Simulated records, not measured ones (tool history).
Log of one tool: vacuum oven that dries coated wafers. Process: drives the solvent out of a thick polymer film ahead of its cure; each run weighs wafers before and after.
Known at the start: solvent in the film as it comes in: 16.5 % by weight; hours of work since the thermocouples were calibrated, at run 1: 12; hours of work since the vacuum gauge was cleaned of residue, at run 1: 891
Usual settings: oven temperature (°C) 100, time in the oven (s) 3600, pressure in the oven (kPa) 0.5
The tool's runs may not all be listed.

run	day	oven temperature (°C)	time in the oven (s)	pressure in the oven (kPa)	hours of work since the thermocouples were calibrated	hours of work since the vacuum gauge was cleaned of residue	solvent left in the film (%)
1	0	100	3600	0.5	12	891	3.38
2	1.338	100	3600	0.5	33	912	3.34
3	2.483	100	3600	0.5	51	931	3.43
4	3.888	100	3600	0.5	74	953	3.27
5	5.321	100	3600	0.5	96	975	3.4
6	6.754	100	3600	0.5	119	998	3.43
7	7.842	100	3600	0.5	136	1015	3.31
8	8.983	100	3600	0.5	154	1033	3.45
9	10.254	100	3600	0.5	174	1054	3.52
10	11.158	100	3600	0.5	189	1068	3.49
11	12.617	100	3600	0.5	212	1091	3.52
12	13.688	94	3600	0.5	229	1108	5
# day 13.875: oven's thermocouples calibrated
13	14.938	94	3600	0.5	17	1126	5.05
14	16.421	98	3600	0.534	40	1150	3.9

Forecast run 15:
# day 16.758: oven's thermocouples calibrated, once more
15	17.558	100	6420	1.476	13	1166	?

{"run 15": {"solvent left in the film (%)": 3.78}}
Without the tool's hidden state the same run would have given solvent left in the film (%) 2.92.

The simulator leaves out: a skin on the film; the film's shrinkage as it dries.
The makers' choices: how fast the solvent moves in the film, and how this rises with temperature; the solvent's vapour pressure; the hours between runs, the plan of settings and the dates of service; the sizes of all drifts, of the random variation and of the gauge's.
